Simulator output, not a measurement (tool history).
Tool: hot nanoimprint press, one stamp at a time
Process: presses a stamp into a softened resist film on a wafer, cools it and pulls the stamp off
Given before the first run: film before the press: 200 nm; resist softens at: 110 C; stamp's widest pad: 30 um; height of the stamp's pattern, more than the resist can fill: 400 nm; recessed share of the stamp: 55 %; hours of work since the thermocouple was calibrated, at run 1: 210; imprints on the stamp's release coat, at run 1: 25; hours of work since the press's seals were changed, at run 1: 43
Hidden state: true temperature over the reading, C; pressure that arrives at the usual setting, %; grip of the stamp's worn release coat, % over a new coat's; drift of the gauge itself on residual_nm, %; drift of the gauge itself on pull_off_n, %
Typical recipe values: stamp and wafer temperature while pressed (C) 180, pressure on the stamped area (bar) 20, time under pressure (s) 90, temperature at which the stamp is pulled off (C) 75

| run | hour | stamp and wafer temperature while pressed (C) | pressure on the stamped area (bar) | time under pressure (s) | temperature at which the stamp is pulled off (C) | hours of work since the thermocouple was calibrated | imprints on the stamp's release coat | hours of work since the press's seals were changed | resist left under the stamp's widest pad (nm) | greatest force while the stamp is pulled off (N) |
|---|---|---|---|---|---|---|---|---|---|---|
| 1 | 0 | 180 | 20 | 90 | 75 | 210 | 25 | 43 | 111.3 | 219 |
| 2 | 7.8 | 180 | 20 | 90 | 75 | 215 | 56 | 47 | 111.4 | 219 |
| 3 | 13 | 180 | 20 | 90 | 75 | 218 | 78 | 50 | 110.8 | 221 |
| 4 | 20.7 | 180 | 20 | 90 | 75 | 223 | 108 | 55 | 111.8 | 220 |
| 5 | 26.9 | 180 | 20 | 90 | 75 | 226 | 133 | 59 | 111.1 | 228 |
| 6 | 35.5 | 180 | 20 | 90 | 75 | 231 | 168 | 64 | 112.3 | 223 |
| 7 | 44 | 180 | 20 | 90 | 75 | 236 | 202 | 69 | 110.8 | 220 |
|  | 47.6 | plate thermocouple calibrated |
| 8 | 53.4 | 180 | 20 | 90 | 75 | 3 | 228 | 72 | 114.1 | 225 |
| 9 | 59.3 | 184 | 21.4 | 90 | 75 | 7 | 251 | 76 | 95.6 | 229 |
| 10 | 67.5 | 168 | 21.4 | 115 | 81 | 12 | 284 | 81 | 144.5 | 197 |

4 options for the next run, each taken on its own from the tool as it stands now. Forecast them:
| A | 72.7 | 177 | 24.1 | 90 | 75 | 15 | 305 | 84 | ? | ? |
| B | 72.7 | 180 | 31.2 | 90 | 75 | 15 | 305 | 84 | ? | ? |
| C | 72.7 | 180 | 20 | 90 | 62 | 15 | 305 | 84 | ? | ? |
| D | 72.7 | 190 | 20 | 90 | 75 | 15 | 305 | 84 | ? | ? |

| run | resist left under the stamp's widest pad (nm) | greatest force while the stamp is pulled off (N) |
|---|---|---|
| A | 113.3 | 225 |
| B | 92.5 | 227 |
| C | 113.3 | 292 |
| D | 85.3 | 227 |
The same runs, with their run-to-run variation unchanged, on a tool lacking any hidden condition would have given:
| run | resist left under the stamp's widest pad (nm) | greatest force while the stamp is pulled off (N) |
|---|---|---|
| A | 107.7 | 209 |
| B | 87.6 | 212 |
| C | 108 | 274 |
| D | 81.2 | 211 |
